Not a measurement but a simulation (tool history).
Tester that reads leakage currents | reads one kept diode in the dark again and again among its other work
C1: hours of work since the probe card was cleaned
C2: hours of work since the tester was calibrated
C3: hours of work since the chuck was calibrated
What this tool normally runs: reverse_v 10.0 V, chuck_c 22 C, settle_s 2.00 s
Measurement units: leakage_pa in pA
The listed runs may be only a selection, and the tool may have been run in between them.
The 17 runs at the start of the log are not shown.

At hour 2763.8: probe card cleaned and baked.
Run 18, hour 2791.6: usual settings but settle_s 8.98 s; C1 16; C2 1603; C3 1331. Result: leakage_pa 136.67 pA.
Run 19, hour 2960.5: usual settings but settle_s 8.98 s; C1 113; C2 1700; C3 1428. Result: leakage_pa 137.58 pA.
Run 20, hour 3141.9: usual settings but settle_s 5.41 s; C1 217; C2 1805; C3 1533. Result: leakage_pa 137.32 pA.
Run 21, hour 3307.2: usual settings but chuck_c 24 C; C1 313; C2 1900; C3 1628. Result: leakage_pa 165.92 pA.
At hour 3328.6: chuck's temperature calibrated.
Run 22, hour 3446.7: usual settings but chuck_c 24 C; C1 392; C2 1979; C3 68. Result: leakage_pa 189.40 pA.
Run 23, hour 3680.7: usual settings but chuck_c 38 C, settle_s 3.48 s; C1 526; C2 2114; C3 203. Result: leakage_pa 657.90 pA.
Run 24, hour 3873.6: usual settings but reverse_v 1.2 V, chuck_c 48 C; C1 637; C2 2224; C3 314. Result: leakage_pa 548.79 pA.
Run 25, hour 4044.3: usual settings but reverse_v 1.4 V, chuck_c 57 C, settle_s 0.79 s; C1 736; C2 2323; C3 412. Result: leakage_pa 1206.67 pA.
Run 26, hour 4261.5: usual settings but reverse_v 2.4 V, chuck_c 55 C, settle_s 9.65 s; C1 860; C2 2448; C3 537. Result: leakage_pa 1323.66 pA.
Run 27, hour 4369.9: usual settings but reverse_v 6.6 V, chuck_c 25 C, settle_s 1.71 s; C1 923; C2 2510; C3 599. Result: leakage_pa 167.51 pA.
Run 28, hour 4519.6: usual settings but reverse_v 16.3 V, chuck_c 41 C, settle_s 1.71 s; C1 1009; C2 2596; C3 685. Result: leakage_pa 1056.66 pA.
Run 29, hour 4637.1: usual settings but reverse_v 16.3 V, chuck_c 41 C, settle_s 1.71 s; C1 1077; C2 2664; C3 753. Result: leakage_pa 1053.95 pA.
Run 30, hour 4863.7: usual settings but reverse_v 1.6 V, chuck_c 38 C, settle_s 0.51 s; C1 1207; C2 2794; C3 883. Result: leakage_pa 267.20 pA.
Run 31, hour 5061.3: usual settings but reverse_v 1.6 V, chuck_c 46 C, settle_s 0.49 s; C1 1321; C2 2908; C3 997. Result: leakage_pa 521.87 pA.
Run 32, hour 5162.3: usual settings but reverse_v 5.8 V, chuck_c 46 C, settle_s 0.88 s; C1 1379; C2 2966; C3 1055. Result: leakage_pa 953.90 pA.
Run 33, hour 5353.5: usual settings but reverse_v 5.8 V, chuck_c 46 C, settle_s 0.88 s; C1 1489; C2 3076; C3 1165. Result: leakage_pa 955.30 pA.
Run 34, hour 5500.7: usual settings but reverse_v 5.8 V, chuck_c 60 C, settle_s 0.75 s; C1 1573; C2 3161; C3 1250. Result: leakage_pa 2859.47 pA.
Run 35, hour 5635.1: usual settings but reverse_v 5.8 V, chuck_c 60 C, settle_s 0.75 s; C1 1651; C2 3238; C3 1327. Result: leakage_pa 2854.62 pA.
Run 36, hour 5739.1: usual settings but reverse_v 5.8 V, chuck_c 60 C, settle_s 0.75 s; C1 1711; C2 3298; C3 1387. Result: leakage_pa 2833.65 pA.
Run 37, hour 5960.9: usual settings but reverse_v 11.7 V, chuck_c 33 C, settle_s 1.46 s; C1 1838; C2 3425; C3 1514. Result: leakage_pa 440.67 pA.
Run 38, hour 6061.9: usual settings but reverse_v 11.7 V, chuck_c 33 C, settle_s 1.46 s; C1 1896; C2 3483; C3 1572. Result: leakage_pa 439.65 pA.
At hour 6162.9: chuck's temperature calibrated.
Run 39, hour 6194.7: usual settings but reverse_v 11.7 V, chuck_c 33 C, settle_s 1.46 s; C1 1972; C2 3559; C3 18. Result: leakage_pa 484.41 pA.
Run 40, hour 6303.1: usual settings but reverse_v 1.7 V, chuck_c 42 C, settle_s 1.41 s; C1 2034; C2 3621; C3 81. Result: leakage_pa 410.33 pA.

Each row is a separate what-if for the run after 40, all from the same tool condition, not one after another. Results?
Run A, hour 6435.2: usual settings but reverse_v 1.7 V, chuck_c 54 C, settle_s 5.63 s; C1 2110; C2 3697; C3 157. Result: leakage_pa ?.
Run B, hour 6435.2: usual settings but chuck_c 48 C, settle_s 0.35 s; C1 2110; C2 3697; C3 157. Result: leakage_pa ?.
Run C, hour 6435.2: usual settings but reverse_v 16.5 V, chuck_c 45 C, settle_s 6.53 s; C1 2110; C2 3697; C3 157. Result: leakage_pa ?.

run  leakage_pa
  A     1069.86
  B     1558.37
  C     1550.50
With no hidden state in the tool, these same runs would have given:
run  leakage_pa
  A     1049.17
  B     1514.31
  C     1494.59
